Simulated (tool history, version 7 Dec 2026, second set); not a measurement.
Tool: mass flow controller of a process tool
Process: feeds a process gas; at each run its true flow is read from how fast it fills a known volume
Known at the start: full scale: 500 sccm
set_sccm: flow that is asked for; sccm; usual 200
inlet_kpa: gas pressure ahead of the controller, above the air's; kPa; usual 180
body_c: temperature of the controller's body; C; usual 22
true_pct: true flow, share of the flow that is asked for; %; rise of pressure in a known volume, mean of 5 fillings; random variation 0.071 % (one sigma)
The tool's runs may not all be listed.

run 1 hour=0.0 | set_sccm=200 inlet_kpa=180 body_c=22 | true_pct=99.63
run 2 hour=96.0 | set_sccm=200 inlet_kpa=180 body_c=22 | true_pct=99.56
run 3 hour=226.4 | set_sccm=200 inlet_kpa=180 body_c=26 | true_pct=99.33
run 4 hour=308.7 | set_sccm=202 inlet_kpa=180 body_c=26 | true_pct=99.43
run 5 hour=465.2 | set_sccm=202 inlet_kpa=180 body_c=26 | true_pct=99.36
run 6 hour=603.6 | set_sccm=200 inlet_kpa=180 body_c=30 | true_pct=98.95
run 7 hour=671.0 | set_sccm=200 inlet_kpa=180 body_c=30 | true_pct=98.98
run 8 hour=822.1 | set_sccm=200 inlet_kpa=180 body_c=30 | true_pct=99.09
run 9 hour=957.2 | set_sccm=200 inlet_kpa=180 body_c=26 | true_pct=99.38
run 10 hour=1029.1 | set_sccm=200 inlet_kpa=180 body_c=26 | true_pct=99.41
run 11 hour=1109.2 | set_sccm=63 inlet_kpa=180 body_c=22 | true_pct=97.97
run 12 hour=1225.5 | set_sccm=63 inlet_kpa=180 body_c=22 | true_pct=98.16
run 13 hour=1345.4 | set_sccm=200 inlet_kpa=198 body_c=22 | true_pct=99.45
run 14 hour=1464.1 | set_sccm=200 inlet_kpa=180 body_c=32 | true_pct=98.92
run 15 hour=1566.2 | set_sccm=200 inlet_kpa=180 body_c=32 | true_pct=99.13
run 16 hour=1674.4 | set_sccm=200 inlet_kpa=176 body_c=32 | true_pct=98.85
run 17 hour=1797.5 | set_sccm=200 inlet_kpa=189 body_c=22 | true_pct=99.57
run 18 hour=1873.3 | set_sccm=200 inlet_kpa=189 body_c=22 | true_pct=99.63
run 19 hour=1997.1 | set_sccm=200 inlet_kpa=189 body_c=22 | true_pct=99.74
run 20 hour=2147.0 | set_sccm=200 inlet_kpa=189 body_c=22 | true_pct=99.72
run 21 hour=2232.4 | set_sccm=200 inlet_kpa=189 body_c=22 | true_pct=99.57
run 22 hour=2314.4 | set_sccm=69 inlet_kpa=180 body_c=22 | true_pct=97.83
run 23 hour=2400.0 | set_sccm=69 inlet_kpa=180 body_c=22 | true_pct=97.91
run 24 hour=2506.2 | set_sccm=69 inlet_kpa=180 body_c=22 | true_pct=97.80
run 25 hour=2587.8 | set_sccm=90 inlet_kpa=180 body_c=33 | true_pct=97.70
run 26 hour=2740.0 | set_sccm=267 inlet_kpa=180 body_c=22 | true_pct=99.98
run 27 hour=2882.8 | set_sccm=267 inlet_kpa=180 body_c=22 | true_pct=100.02
run 28 hour=2956.7 | set_sccm=200 inlet_kpa=182 body_c=22 | true_pct=99.66
run 29 hour=3038.6 | set_sccm=200 inlet_kpa=182 body_c=22 | true_pct=99.68
run 30 hour=3152.1 | set_sccm=200 inlet_kpa=269 body_c=22 | true_pct=99.22
run 31 hour=3254.6 | set_sccm=115 inlet_kpa=230 body_c=22 | true_pct=98.63
run 32 hour=3347.8 | set_sccm=115 inlet_kpa=230 body_c=22 | true_pct=98.56
run 33 hour=3446.1 | set_sccm=205 inlet_kpa=168 body_c=30 | true_pct=99.22
run 34 hour=3589.1 | set_sccm=205 inlet_kpa=168 body_c=30 | true_pct=99.22
run 35 hour=3665.3 | set_sccm=386 inlet_kpa=180 body_c=22 | true_pct=100.57
run 36 hour=3808.7 | set_sccm=386 inlet_kpa=180 body_c=22 | true_pct=100.49
run 37 hour=3943.3 | set_sccm=180 inlet_kpa=180 body_c=26 | true_pct=99.32

Forecast each of these 5 alternatives for the next run:
run A hour=4052.3 | set_sccm=200 inlet_kpa=180 body_c=25 | true_pct=?
run B hour=4052.3 | set_sccm=200 inlet_kpa=242 body_c=25 | true_pct=?
run C hour=4052.3 | set_sccm=157 inlet_kpa=191 body_c=30 | true_pct=?
run D hour=4052.3 | set_sccm=119 inlet_kpa=279 body_c=34 | true_pct=?
run E hour=4052.3 | set_sccm=252 inlet_kpa=219 body_c=29 | true_pct=?

run=A true_pct=99.51
run=B true_pct=99.07
run=C true_pct=98.74
run=D true_pct=97.28
run=E true_pct=99.27
Without the tool's hidden state the same runs would have given:
run=A true_pct=99.64
run=B true_pct=99.20
run=C true_pct=99.16
run=D true_pct=98.15
run=E true_pct=99.17

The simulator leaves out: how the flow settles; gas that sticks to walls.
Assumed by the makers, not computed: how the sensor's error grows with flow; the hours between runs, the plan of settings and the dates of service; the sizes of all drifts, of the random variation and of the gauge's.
